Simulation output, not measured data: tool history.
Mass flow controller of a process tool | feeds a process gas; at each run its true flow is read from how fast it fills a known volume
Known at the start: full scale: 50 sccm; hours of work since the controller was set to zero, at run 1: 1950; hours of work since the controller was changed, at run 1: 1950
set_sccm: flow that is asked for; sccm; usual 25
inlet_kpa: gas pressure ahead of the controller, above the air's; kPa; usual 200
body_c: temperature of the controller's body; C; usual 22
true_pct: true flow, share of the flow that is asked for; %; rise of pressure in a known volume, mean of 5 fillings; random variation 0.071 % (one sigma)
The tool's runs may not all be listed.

| run | hour | set_sccm | inlet_kpa | body_c | hours of work since the controller was set to zero | hours of work since the controller was changed | true_pct |
|---|---|---|---|---|---|---|---|
| 1 | 0 | 25 | 200 | 22 | 1950 | 1950 | 100.56 |
| 2 | 61 | 25 | 200 | 22 | 1972 | 1972 | 100.62 |
| 3 | 188.5 | 25 | 200 | 22 | 2018 | 2018 | 100.68 |
| 4 | 266.3 | 25 | 200 | 22 | 2047 | 2047 | 100.62 |
| 5 | 385.6 | 25 | 200 | 22 | 2090 | 2090 | 100.56 |
| 6 | 517.2 | 25 | 200 | 22 | 2138 | 2138 | 100.64 |
| 7 | 621.8 | 25 | 200 | 22 | 2176 | 2176 | 100.78 |
| 8 | 691.9 | 25 | 200 | 22 | 2201 | 2201 | 100.69 |
| 9 | 788.1 | 6 | 200 | 22 | 2236 | 2236 | 102.49 |
| 10 | 861.5 | 6 | 200 | 22 | 2263 | 2263 | 102.48 |
| 11 | 925.1 | 6 | 200 | 22 | 2286 | 2286 | 102.59 |
| 12 | 1012.1 | 6 | 200 | 22 | 2317 | 2317 | 102.5 |
| 13 | 1122.8 | 6 | 200 | 22 | 2358 | 2358 | 102.57 |
| 14 | 1194.1 | 6 | 200 | 22 | 2383 | 2383 | 102.62 |
| 15 | 1295.7 | 25 | 200 | 35 | 2420 | 2420 | 102.24 |
| 16 | 1368.8 | 25 | 200 | 35 | 2447 | 2447 | 102.15 |
| 17 | 1489.1 | 25 | 163 | 26 | 2491 | 2491 | 101.26 |
| 18 | 1596.4 | 25 | 163 | 26 | 2529 | 2529 | 101.22 |
| 19 | 1687.4 | 18 | 163 | 30 | 2562 | 2562 | 101.94 |
| 20 | 1775.7 | 18 | 163 | 30 | 2595 | 2595 | 101.98 |
| 21 | 1877 | 18 | 163 | 30 | 2631 | 2631 | 102 |
| 22 | 1954.8 | 8 | 183 | 21 | 2660 | 2660 | 102.26 |
| 23 | 2079 | 8 | 183 | 21 | 2705 | 2705 | 102.36 |
| 24 | 2166.8 | 41 | 183 | 21 | 2736 | 2736 | 100.6 |
| 25 | 2278.3 | 7 | 187 | 20 | 2777 | 2777 | 102.38 |
| 26 | 2394.9 | 37 | 172 | 22 | 2819 | 2819 | 100.9 |
| 27 | 2511 | 37 | 172 | 22 | 2861 | 2861 | 100.76 |
| 28 | 2603 | 37 | 172 | 22 | 2895 | 2895 | 100.87 |
| 29 | 2657.6 | 8 | 172 | 21 | 2915 | 2915 | 102.36 |

Forecast run 30:
| 30 | 2712.6 | 49 | 175 | 29 | 2935 | 2935 | ? |

true_pct: 101.69 %
Without the tool's hidden state the same run would have given true_pct 100.47 %.

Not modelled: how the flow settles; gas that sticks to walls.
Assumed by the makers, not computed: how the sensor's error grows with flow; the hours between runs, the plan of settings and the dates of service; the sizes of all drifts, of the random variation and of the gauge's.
